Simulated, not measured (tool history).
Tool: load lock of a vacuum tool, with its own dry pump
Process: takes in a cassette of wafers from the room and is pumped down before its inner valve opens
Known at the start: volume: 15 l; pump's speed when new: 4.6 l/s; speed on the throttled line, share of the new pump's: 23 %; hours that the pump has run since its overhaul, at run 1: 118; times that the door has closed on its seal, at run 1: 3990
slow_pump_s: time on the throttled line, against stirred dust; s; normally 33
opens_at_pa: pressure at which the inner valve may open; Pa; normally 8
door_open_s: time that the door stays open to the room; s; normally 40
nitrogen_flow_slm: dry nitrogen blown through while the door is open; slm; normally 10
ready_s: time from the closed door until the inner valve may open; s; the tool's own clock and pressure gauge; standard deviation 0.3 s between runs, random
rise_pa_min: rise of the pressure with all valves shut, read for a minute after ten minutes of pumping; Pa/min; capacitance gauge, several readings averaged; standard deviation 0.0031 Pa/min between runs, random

run,hour,slow_pump_s,opens_at_pa,door_open_s,nitrogen_flow_slm,hours that the pump has run since its overhaul,times that the door has closed on its seal,"incoming humidity of the room's air, %",ready_s,rise_pa_min
1,0.0,33,8,40,10,118,3990,45.0,56.6,0.088
2,82.3,33,12,40,10,200,4156,45.8,55.2,0.094
3,231.2,33,12,40,10,349,4457,46.6,55.2,0.096
4,342.1,33,12,40,10,460,4681,46.5,55.1,0.101
5,481.7,33,12,40,10,600,4963,46.5,55.8,0.093
6,633.4,33,12,40,10,751,5270,44.6,55.9,0.095
7,749.5,33,12,40,10,867,5504,46.3,55.7,0.093
8,841.6,33,8,211,10,959,5690,44.4,57.1,0.192
9,967.4,33,8,40,10,1085,5945,43.3,57.0,0.097
10,1034.3,33,8,40,10,1152,6080,46.0,56.6,0.096
11,1136.3,33,8,40,10,1254,6286,47.7,57.0,0.104
12,1272.8,33,8,40,10,1391,6562,48.2,57.7,0.112
13,1416.0,33,8,40,10,1534,6851,43.5,57.2,0.098
14,1490.1,33,8,40,10,1608,7001,45.1,57.5,0.106
15,1614.6,33,12,40,10,1732,7252,46.2,55.7,0.109
16,1686.6,33,12,40,10,1804,7398,42.3,56.0,0.104
17,1778.2,21,8,40,10,1896,7583,42.7,48.6,0.105
18,1839.8,33,8,40,10,1958,7707,45.2,57.4,0.108
19,1910.0,33,8,40,10,2028,7849,43.1,57.8,0.107
20,2033.7,33,9,45,10,2151,8099,45.1,57.3,0.113
21,2170.6,33,9,45,10,2288,8376,49.0,56.9,0.124
22,2242.0,33,9,45,10,2360,8520,43.5,56.9,0.117
23,2316.8,33,9,45,10,2435,8671,44.1,57.2,0.120
24,2429.7,17,10,31,13,2548,8899,46.5,45.2,0.103
25,2509.9,33,16,47,13,2628,9061,41.4,55.5,0.114
26,2638.0,33,16,47,13,2756,9320,46.1,55.4,0.118
27,2761.4,33,16,47,13,2879,9569,45.2,55.6,0.117
28,2881.8,33,11,47,13,3000,9813,45.3,57.6,0.116
29,2962.3,42,10,74,6,3080,9975,45.9,64.1,0.161
30,3046.6,33,8,47,37,3164,10146,43.5,58.7,0.101
31,3116.2,30,8,33,10,3234,10286,45.6,56.3,0.117
32,3239.7,30,8,33,10,3357,10536,41.0,55.9,0.109
33,3382.3,24,12,164,14,3500,10824,43.7,50.4,0.187
34,3485.7,18,10,40,10,3604,11033,43.3,46.4,0.125
35,3561.0,18,8,111,10,3679,11185,41.3,46.9,0.165
36,3643.9,18,10,112,10,3762,11352,40.4,46.2,0.164
37,3717.0,46,13,55,7,3835,11500,45.7,66.5,0.149

Results per run with the tool's hidden condition removed, run-to-run variation unchanged:
What the log doesn't record here: pump's speed, % of a new pump's; leak at the door's seal, Pa l/s; drift of the gauge itself on ready_s, %; drift of the gauge itself on rise_pa_min, %.
run,ready_s,rise_pa_min
1,56.6,0.077
2,55.1,0.083
3,55.0,0.083
4,54.9,0.087
5,55.5,0.078
6,55.6,0.079
7,55.3,0.076
8,56.6,0.173
9,56.5,0.077
10,56.1,0.076
11,56.4,0.083
12,57.0,0.089
13,56.4,0.075
14,56.7,0.082
15,54.9,0.083
16,55.2,0.077
17,47.5,0.078
18,56.4,0.080
19,56.8,0.077
20,56.3,0.082
21,55.8,0.091
22,55.8,0.085
23,56.0,0.086
24,43.7,0.068
25,54.4,0.078
26,54.2,0.081
27,54.3,0.078
28,56.1,0.075
29,62.7,0.119
30,57.1,0.059
31,54.6,0.074
32,54.2,0.065
33,48.5,0.140
34,44.3,0.077
35,44.8,0.117
36,44.1,0.114
37,64.9,0.098
